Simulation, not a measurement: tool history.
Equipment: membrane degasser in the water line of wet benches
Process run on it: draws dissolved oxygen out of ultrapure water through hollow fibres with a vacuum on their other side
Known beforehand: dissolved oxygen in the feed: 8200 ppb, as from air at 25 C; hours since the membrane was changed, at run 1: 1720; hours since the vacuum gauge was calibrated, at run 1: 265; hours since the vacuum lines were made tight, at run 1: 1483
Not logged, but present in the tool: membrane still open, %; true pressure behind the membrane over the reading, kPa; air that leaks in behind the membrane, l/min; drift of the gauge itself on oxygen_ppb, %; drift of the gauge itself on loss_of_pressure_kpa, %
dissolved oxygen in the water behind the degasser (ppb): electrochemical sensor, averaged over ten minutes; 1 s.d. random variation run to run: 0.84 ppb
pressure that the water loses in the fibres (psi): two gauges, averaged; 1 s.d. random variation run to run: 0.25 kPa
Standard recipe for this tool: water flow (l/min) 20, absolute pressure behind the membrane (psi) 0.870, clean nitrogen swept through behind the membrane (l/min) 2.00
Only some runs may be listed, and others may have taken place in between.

| run | day | water flow (l/min) | absolute pressure behind the membrane (psi) | clean nitrogen swept through behind the membrane (l/min) | hours since the membrane was changed | hours since the vacuum gauge was calibrated | hours since the vacuum lines were made tight | dissolved oxygen in the water behind the degasser (ppb) | pressure that the water loses in the fibres (psi) |
|---|---|---|---|---|---|---|---|---|---|
| 1 | 0.000 | 20 | 0.870 | 2.00 | 1720 | 265 | 1483 | 78.5 | 9.999 |
| 2 | 1.971 | 20 | 0.870 | 2.00 | 1768 | 313 | 1530 | 80.2 | 9.942 |
| 3 | 3.171 | 20 | 0.870 | 2.00 | 1796 | 341 | 1559 | 77.8 | 9.967 |
| 4 | 4.621 | 20 | 0.870 | 2.00 | 1831 | 376 | 1594 | 79.4 | 10.044 |
| 5 | 6.804 | 20 | 0.870 | 2.00 | 1884 | 429 | 1646 | 80.9 | 9.987 |
| 6 | 8.288 | 20 | 0.870 | 2.00 | 1919 | 464 | 1682 | 79.9 | 9.958 |
| 7 | 9.588 | 20 | 0.870 | 2.00 | 1950 | 495 | 1713 | 79.9 | 9.951 |
| 8 | 11.662 | 20 | 0.870 | 2.00 | 2000 | 545 | 1763 | 80.6 | 9.986 |
| 9 | 13.433 | 20 | 0.870 | 2.00 | 2043 | 588 | 1805 | 81.6 | 9.931 |
| 10 | 15.588 | 20 | 0.870 | 2.00 | 2094 | 639 | 1857 | 80.8 | 9.963 |
| 11 | 17.942 | 20 | 0.870 | 2.00 | 2151 | 696 | 1913 | 80.5 | 9.961 |
| 12 | 20.008 | 20 | 0.870 | 2.00 | 2200 | 745 | 1963 | 80.4 | 10.035 |
| 13 | 21.792 | 20 | 0.596 | 2.00 | 2243 | 788 | 2006 | 35.7 | 10.041 |
| 14 | 23.042 | 20 | 1.582 | 2.00 | 2273 | 818 | 2036 | 194.5 | 10.016 |
| 15 | 24.746 | 20 | 1.582 | 2.00 | 2314 | 859 | 2077 | 194.9 | 10.054 |
| 16 | 26.004 | 13 | 2.120 | 2.80 | 2344 | 889 | 2107 | 132.2 | 6.466 |
| 17 | 28.008 | 18 | 1.250 | 2.00 | 2393 | 938 | 2155 | 126.2 | 8.981 |
| 18 | 30.475 | 18 | 1.250 | 2.00 | 2452 | 997 | 2214 | 125.5 | 9.027 |
| 19 | 32.808 | 18 | 1.250 | 2.00 | 2508 | 1053 | 2270 | 128.8 | 9.008 |
| 20 | 34.183 | 18 | 1.250 | 2.00 | 2541 | 1086 | 2303 | 124.7 | 9.018 |
| 21 | 35.696 | 18 | 1.250 | 2.00 | 2577 | 1122 | 2339 | 127.7 | 9.030 |
| 22 | 37.338 | 14 | 0.587 | 2.00 | 2616 | 1161 | 2379 | 18.5 | 7.020 |
| 23 | 39.150 | 14 | 0.587 | 2.00 | 2660 | 1205 | 2422 | 19.4 | 7.001 |
| 24 | 41.558 | 14 | 0.587 | 2.00 | 2718 | 1263 | 2480 | 19.4 | 7.050 |
| 25 | 43.192 | 14 | 0.666 | 2.36 | 2757 | 1302 | 2519 | 24.0 | 7.023 |
| 26 | 44.308 | 22 | 0.870 | 2.00 | 2784 | 1329 | 2546 | 93.9 | 11.082 |
| 27 | 45.662 | 19 | 0.585 | 3.15 | 2816 | 1361 | 2579 | 25.6 | 9.570 |
| 28 | 47.808 | 19 | 0.585 | 3.15 | 2868 | 1413 | 2630 | 24.9 | 9.575 |
| 29 | 48.858 | 19 | 0.585 | 3.15 | 2893 | 1438 | 2655 | 26.2 | 9.581 |

Forecast each of these 4 alternatives for the next run:
| A | 49.946 | 12 | 1.197 | 3.15 | 2919 | 1464 | 2681 | ? | ? |
| B | 49.946 | 23 | 0.585 | 3.15 | 2919 | 1464 | 2681 | ? | ? |
| C | 49.946 | 13 | 0.585 | 2.56 | 2919 | 1464 | 2681 | ? | ? |
| D | 49.946 | 23 | 1.619 | 0.88 | 2919 | 1464 | 2681 | ? | ? |

| run | dissolved oxygen in the water behind the degasser (ppb) | pressure that the water loses in the fibres (psi) |
|---|---|---|
| A | 50.8 | 6.032 |
| B | 39.7 | 11.597 |
| C | 14.1 | 6.530 |
| D | 453.6 | 11.589 |
With the hidden condition removed and each run's random variation left untouched, the same runs would have given:
| run | dissolved oxygen in the water behind the degasser (ppb) | pressure that the water loses in the fibres (psi) |
|---|---|---|
| A | 48.9 | 5.880 |
| B | 35.1 | 11.306 |
| C | 12.5 | 6.364 |
| D | 445.6 | 11.297 |
